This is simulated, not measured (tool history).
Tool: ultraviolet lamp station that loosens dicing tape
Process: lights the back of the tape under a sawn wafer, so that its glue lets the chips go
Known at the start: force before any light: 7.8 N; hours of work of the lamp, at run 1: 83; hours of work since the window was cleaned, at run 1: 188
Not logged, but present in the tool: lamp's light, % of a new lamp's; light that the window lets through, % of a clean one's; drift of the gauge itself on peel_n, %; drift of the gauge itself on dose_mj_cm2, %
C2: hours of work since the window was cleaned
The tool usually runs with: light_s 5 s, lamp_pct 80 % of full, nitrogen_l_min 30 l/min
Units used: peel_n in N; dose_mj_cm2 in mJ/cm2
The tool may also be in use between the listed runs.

{"run": 1, "hour": 0.0, "light_s": 5, "lamp_pct": 80, "nitrogen_l_min": 30, "hours of work of the lamp": 83, "C2": 188, "peel_n": 0.658, "dose_mj_cm2": 384}
{"run": 2, "hour": 9.3, "light_s": 5, "lamp_pct": 80, "nitrogen_l_min": 30, "hours of work of the lamp": 87, "C2": 192, "peel_n": 0.678, "dose_mj_cm2": 388}
{"run": 3, "hour": 16.6, "light_s": 5, "lamp_pct": 80, "nitrogen_l_min": 30, "hours of work of the lamp": 91, "C2": 195, "peel_n": 0.666, "dose_mj_cm2": 382}
{"run": 4, "hour": 22.7, "light_s": 5, "lamp_pct": 66, "nitrogen_l_min": 30, "hours of work of the lamp": 93, "C2": 198, "peel_n": 0.98, "dose_mj_cm2": 316}
{"run": 5, "hour": 30.8, "light_s": 5, "lamp_pct": 66, "nitrogen_l_min": 30, "hours of work of the lamp": 97, "C2": 202, "peel_n": 1.026, "dose_mj_cm2": 317}
{"run": 6, "hour": 41.7, "light_s": 5, "lamp_pct": 66, "nitrogen_l_min": 30, "hours of work of the lamp": 102, "C2": 207, "peel_n": 0.991, "dose_mj_cm2": 315}
{"run": 7, "hour": 49.9, "light_s": 5, "lamp_pct": 66, "nitrogen_l_min": 30, "hours of work of the lamp": 106, "C2": 211, "peel_n": 0.978, "dose_mj_cm2": 313}
{"run": 8, "hour": 58.1, "light_s": 5, "lamp_pct": 66, "nitrogen_l_min": 30, "hours of work of the lamp": 110, "C2": 215, "peel_n": 1.007, "dose_mj_cm2": 313}
{"run": 9, "hour": 68.9, "light_s": 5, "lamp_pct": 66, "nitrogen_l_min": 30, "hours of work of the lamp": 115, "C2": 220, "peel_n": 1.014, "dose_mj_cm2": 314}
{"run": 10, "hour": 76.0, "light_s": 5, "lamp_pct": 66, "nitrogen_l_min": 30, "hours of work of the lamp": 118, "C2": 223, "peel_n": 0.985, "dose_mj_cm2": 310}
{"run": 11, "hour": 86.6, "light_s": 5, "lamp_pct": 66, "nitrogen_l_min": 30, "hours of work of the lamp": 123, "C2": 228, "peel_n": 1.019, "dose_mj_cm2": 311}
{"run": 12, "hour": 94.3, "light_s": 5, "lamp_pct": 66, "nitrogen_l_min": 30, "hours of work of the lamp": 127, "C2": 231, "peel_n": 1.032, "dose_mj_cm2": 309}
{"run": 13, "hour": 102.8, "light_s": 5, "lamp_pct": 80, "nitrogen_l_min": 36, "hours of work of the lamp": 131, "C2": 235, "peel_n": 0.679, "dose_mj_cm2": 374}
{"run": 14, "hour": 111.0, "light_s": 3, "lamp_pct": 80, "nitrogen_l_min": 36, "hours of work of the lamp": 134, "C2": 239, "peel_n": 1.594, "dose_mj_cm2": 222}
{"run": 15, "hour": 120.9, "light_s": 3, "lamp_pct": 80, "nitrogen_l_min": 36, "hours of work of the lamp": 139, "C2": 244, "peel_n": 1.631, "dose_mj_cm2": 224}
{"run": 16, "hour": 130.4, "light_s": 5, "lamp_pct": 80, "nitrogen_l_min": 30, "hours of work of the lamp": 143, "C2": 248, "peel_n": 0.724, "dose_mj_cm2": 378}
{"run": 17, "hour": 141.4, "light_s": 5, "lamp_pct": 80, "nitrogen_l_min": 30, "hours of work of the lamp": 149, "C2": 253, "peel_n": 0.711, "dose_mj_cm2": 372}
{"hour": 142.8, "done": "window cleaned of glue's vapour"}
{"run": 18, "hour": 151.7, "light_s": 5, "lamp_pct": 80, "nitrogen_l_min": 30, "hours of work of the lamp": 153, "C2": 4, "peel_n": 0.794, "dose_mj_cm2": 354}
{"run": 19, "hour": 162.1, "light_s": 5, "lamp_pct": 80, "nitrogen_l_min": 30, "hours of work of the lamp": 158, "C2": 9, "peel_n": 0.814, "dose_mj_cm2": 348}
{"hour": 168.2, "done": "window cleaned of glue's vapour, once more"}
{"run": 20, "hour": 170.7, "light_s": 9, "lamp_pct": 80, "nitrogen_l_min": 30, "hours of work of the lamp": 162, "C2": 1, "peel_n": 0.237, "dose_mj_cm2": 727}
{"run": 21, "hour": 176.9, "light_s": 9, "lamp_pct": 80, "nitrogen_l_min": 30, "hours of work of the lamp": 165, "C2": 4, "peel_n": 0.254, "dose_mj_cm2": 728}
{"run": 22, "hour": 183.9, "light_s": 9, "lamp_pct": 73, "nitrogen_l_min": 30, "hours of work of the lamp": 168, "C2": 7, "peel_n": 0.252, "dose_mj_cm2": 659}
{"run": 23, "hour": 195.0, "light_s": 4, "lamp_pct": 81, "nitrogen_l_min": 30, "hours of work of the lamp": 173, "C2": 12, "peel_n": 0.93, "dose_mj_cm2": 327}
{"run": 24, "hour": 206.0, "light_s": 2, "lamp_pct": 96, "nitrogen_l_min": 15, "hours of work of the lamp": 178, "C2": 18, "peel_n": 2.489, "dose_mj_cm2": 194}
{"run": 25, "hour": 214.0, "light_s": 9, "lamp_pct": 81, "nitrogen_l_min": 16, "hours of work of the lamp": 182, "C2": 21, "peel_n": 0.276, "dose_mj_cm2": 725}
{"run": 26, "hour": 220.2, "light_s": 3, "lamp_pct": 80, "nitrogen_l_min": 30, "hours of work of the lamp": 185, "C2": 24, "peel_n": 1.535, "dose_mj_cm2": 238}
{"run": 27, "hour": 231.4, "light_s": 3, "lamp_pct": 80, "nitrogen_l_min": 30, "hours of work of the lamp": 190, "C2": 29, "peel_n": 1.538, "dose_mj_cm2": 237}
{"run": 28, "hour": 238.8, "light_s": 3, "lamp_pct": 80, "nitrogen_l_min": 30, "hours of work of the lamp": 193, "C2": 33, "peel_n": 1.613, "dose_mj_cm2": 237}
{"run": 29, "hour": 248.4, "light_s": 5, "lamp_pct": 70, "nitrogen_l_min": 30, "hours of work of the lamp": 198, "C2": 37, "peel_n": 0.819, "dose_mj_cm2": 350}
{"run": 30, "hour": 257.2, "light_s": 3, "lamp_pct": 80, "nitrogen_l_min": 10, "hours of work of the lamp": 202, "C2": 41, "peel_n": 2.213, "dose_mj_cm2": 240}
{"run": 31, "hour": 265.4, "light_s": 4, "lamp_pct": 73, "nitrogen_l_min": 10, "hours of work of the lamp": 206, "C2": 45, "peel_n": 1.668, "dose_mj_cm2": 293}
{"run": 32, "hour": 272.1, "light_s": 3, "lamp_pct": 87, "nitrogen_l_min": 29, "hours of work of the lamp": 209, "C2": 48, "peel_n": 1.4, "dose_mj_cm2": 256}
{"run": 33, "hour": 281.2, "light_s": 3, "lamp_pct": 87, "nitrogen_l_min": 29, "hours of work of the lamp": 213, "C2": 53, "peel_n": 1.362, "dose_mj_cm2": 256}
{"run": 34, "hour": 292.5, "light_s": 7, "lamp_pct": 66, "nitrogen_l_min": 29, "hours of work of the lamp": 219, "C2": 58, "peel_n": 0.499, "dose_mj_cm2": 456}
{"run": 35, "hour": 299.5, "light_s": 7, "lamp_pct": 66, "nitrogen_l_min": 29, "hours of work of the lamp": 222, "C2": 61, "peel_n": 0.484, "dose_mj_cm2": 455}
{"run": 36, "hour": 305.6, "light_s": 8, "lamp_pct": 66, "nitrogen_l_min": 15, "hours of work of the lamp": 225, "C2": 64, "peel_n": 0.513, "dose_mj_cm2": 522}
{"run": 37, "hour": 312.5, "light_s": 8, "lamp_pct": 66, "nitrogen_l_min": 15, "hours of work of the lamp": 228, "C2": 67, "peel_n": 0.512, "dose_mj_cm2": 521}
{"run": 38, "hour": 322.7, "light_s": 3, "lamp_pct": 66, "nitrogen_l_min": 29, "hours of work of the lamp": 233, "C2": 72, "peel_n": 2.141, "dose_mj_cm2": 194}
{"run": 39, "hour": 332.7, "light_s": 6, "lamp_pct": 63, "nitrogen_l_min": 30, "hours of work of the lamp": 237, "C2": 77, "peel_n": 0.733, "dose_mj_cm2": 371}
{"run": 40, "hour": 341.4, "light_s": 7, "lamp_pct": 98, "nitrogen_l_min": 30, "hours of work of the lamp": 241, "C2": 81, "peel_n": 0.259, "dose_mj_cm2": 665}
{"run": 41, "hour": 347.0, "light_s": 7, "lamp_pct": 64, "nitrogen_l_min": 26, "hours of work of the lamp": 244, "C2": 83, "peel_n": 0.562, "dose_mj_cm2": 434}
{"run": 42, "hour": 353.5, "light_s": 5, "lamp_pct": 88, "nitrogen_l_min": 13, "hours of work of the lamp": 247, "C2": 86, "peel_n": 0.797, "dose_mj_cm2": 428}
{"run": 43, "hour": 359.4, "light_s": 5, "lamp_pct": 88, "nitrogen_l_min": 13, "hours of work of the lamp": 250, "C2": 89, "peel_n": 0.787, "dose_mj_cm2": 430}

Had the tool no unlogged condition, and each run kept its random variation, what would the results have been?
run=1 peel_n=0.567 dose_mj_cm2=414
run=2 peel_n=0.582 dose_mj_cm2=419
run=3 peel_n=0.571 dose_mj_cm2=413
run=4 peel_n=0.845 dose_mj_cm2=342
run=5 peel_n=0.881 dose_mj_cm2=344
run=6 peel_n=0.848 dose_mj_cm2=343
run=7 peel_n=0.835 dose_mj_cm2=341
run=8 peel_n=0.858 dose_mj_cm2=342
run=9 peel_n=0.859 dose_mj_cm2=344
run=10 peel_n=0.832 dose_mj_cm2=340
run=11 peel_n=0.858 dose_mj_cm2=342
run=12 peel_n=0.866 dose_mj_cm2=339
run=13 peel_n=0.561 dose_mj_cm2=412
run=14 peel_n=1.372 dose_mj_cm2=245
run=15 peel_n=1.399 dose_mj_cm2=248
run=16 peel_n=0.592 dose_mj_cm2=418
run=17 peel_n=0.579 dose_mj_cm2=413
run=18 peel_n=0.571 dose_mj_cm2=417
run=19 peel_n=0.585 dose_mj_cm2=412
run=20 peel_n=0.232 dose_mj_cm2=747
run=21 peel_n=0.248 dose_mj_cm2=749
run=22 peel_n=0.244 dose_mj_cm2=678
run=23 peel_n=0.877 dose_mj_cm2=337
run=24 peel_n=2.398 dose_mj_cm2=201
run=25 peel_n=0.264 dose_mj_cm2=751
run=26 peel_n=1.452 dose_mj_cm2=247
run=27 peel_n=1.450 dose_mj_cm2=247
run=28 peel_n=1.518 dose_mj_cm2=247
run=29 peel_n=0.755 dose_mj_cm2=365
run=30 peel_n=2.097 dose_mj_cm2=251
run=31 peel_n=1.561 dose_mj_cm2=306
run=32 peel_n=1.298 dose_mj_cm2=268
run=33 peel_n=1.259 dose_mj_cm2=268
run=34 peel_n=0.452 dose_mj_cm2=479
run=35 peel_n=0.438 dose_mj_cm2=479
run=36 peel_n=0.463 dose_mj_cm2=550
run=37 peel_n=0.460 dose_mj_cm2=550
run=38 peel_n=1.991 dose_mj_cm2=206
run=39 peel_n=0.653 dose_mj_cm2=393
run=40 peel_n=0.242 dose_mj_cm2=707
run=41 peel_n=0.499 dose_mj_cm2=462
run=42 peel_n=0.706 dose_mj_cm2=455
run=43 peel_n=0.693 dose_mj_cm2=458
